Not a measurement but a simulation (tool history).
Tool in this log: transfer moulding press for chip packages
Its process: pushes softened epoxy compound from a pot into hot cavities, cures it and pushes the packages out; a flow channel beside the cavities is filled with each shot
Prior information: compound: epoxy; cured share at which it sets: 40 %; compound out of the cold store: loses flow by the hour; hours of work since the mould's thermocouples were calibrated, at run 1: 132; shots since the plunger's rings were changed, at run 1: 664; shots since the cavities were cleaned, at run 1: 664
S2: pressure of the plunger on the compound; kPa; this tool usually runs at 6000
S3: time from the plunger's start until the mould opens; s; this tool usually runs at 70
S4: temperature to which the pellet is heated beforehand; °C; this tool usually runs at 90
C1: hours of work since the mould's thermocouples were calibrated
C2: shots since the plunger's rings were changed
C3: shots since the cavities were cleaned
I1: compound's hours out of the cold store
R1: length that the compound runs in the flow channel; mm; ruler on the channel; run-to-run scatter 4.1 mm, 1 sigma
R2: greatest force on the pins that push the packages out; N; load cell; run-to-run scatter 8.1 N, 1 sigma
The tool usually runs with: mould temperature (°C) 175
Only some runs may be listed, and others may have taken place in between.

run 1 hour=0.0 | mould_temperature_(°C)=175 S2=6000 S3=70 S4=90 | C1=132 C2=664 C3=664 | I1=36.9 | R1=553 R2=458
run 2 hour=12.0 | mould_temperature_(°C)=168 S2=6000 S3=70 S4=90 | C1=138 C2=816 C3=816 | I1=26.6 | R1=580 R2=730
-- hour=14.7 cavities cleaned with cleaning compound and waxed
run 3 hour=20.7 | mould_temperature_(°C)=171 S2=6000 S3=70 S4=90 | C1=142 C2=908 C3=77 | I1=19.6 | R1=608 R2=458
run 4 hour=30.1 | mould_temperature_(°C)=175 S2=6000 S3=70 S4=90 | C1=147 C2=1028 C3=197 | I1=15.9 | R1=600 R2=425
run 5 hour=37.5 | mould_temperature_(°C)=175 S2=6000 S3=70 S4=90 | C1=151 C2=1122 C3=291 | I1=47.6 | R1=512 R2=424
run 6 hour=43.1 | mould_temperature_(°C)=175 S2=5870 S3=70 S4=90 | C1=154 C2=1193 C3=362 | I1=37.4 | R1=528 R2=440
run 7 hour=48.3 | mould_temperature_(°C)=175 S2=5870 S3=70 S4=90 | C1=156 C2=1259 C3=428 | I1=11.2 | R1=614 R2=453
run 8 hour=58.0 | mould_temperature_(°C)=182 S2=7010 S3=52 S4=83 | C1=161 C2=1382 C3=551 | I1=41.0 | R1=563 R2=549
run 9 hour=64.0 | mould_temperature_(°C)=178 S2=6280 S3=77 S4=90 | C1=164 C2=1459 C3=628 | I1=37.7 | R1=543 R2=416
run 10 hour=74.3 | mould_temperature_(°C)=178 S2=6280 S3=77 S4=90 | C1=170 C2=1589 C3=758 | I1=35.8 | R1=554 R2=451
-- hour=80.8 cavities cleaned with cleaning compound and waxed
run 11 hour=81.6 | mould_temperature_(°C)=175 S2=7030 S3=87 S4=90 | C1=173 C2=1663 C3=10 | I1=13.6 | R1=643 R2=321
run 12 hour=93.9 | mould_temperature_(°C)=175 S2=7390 S3=87 S4=95 | C1=179 C2=1820 C3=167 | I1=13.3 | R1=668 R2=361

Take each entry between the runs: how does the hidden state at the last listed run before it differ from the hidden state at the first listed run after it?
From run 2 to run 3: cavities cleaned with cleaning compound and waxed (hour 14.7)
  pressure that reaches the compound, % of what is set: 96.11 -> 95.72; grip of the stained cavities, % over clean ones': 36.9 -> 6.3
  measured result minus the result with no hidden state, R1: -11 -> -13 mm; R2: +206 -> +34 N
From run 10 to run 11: cavities cleaned with cleaning compound and waxed (hour 80.8)
  pressure that reaches the compound, % of what is set: 92.99 -> 92.71; grip of the stained cavities, % over clean ones': 37.3 -> 2.9
  measured result minus the result with no hidden state, R1: -20 -> -24 mm; R2: +122 -> +10 N
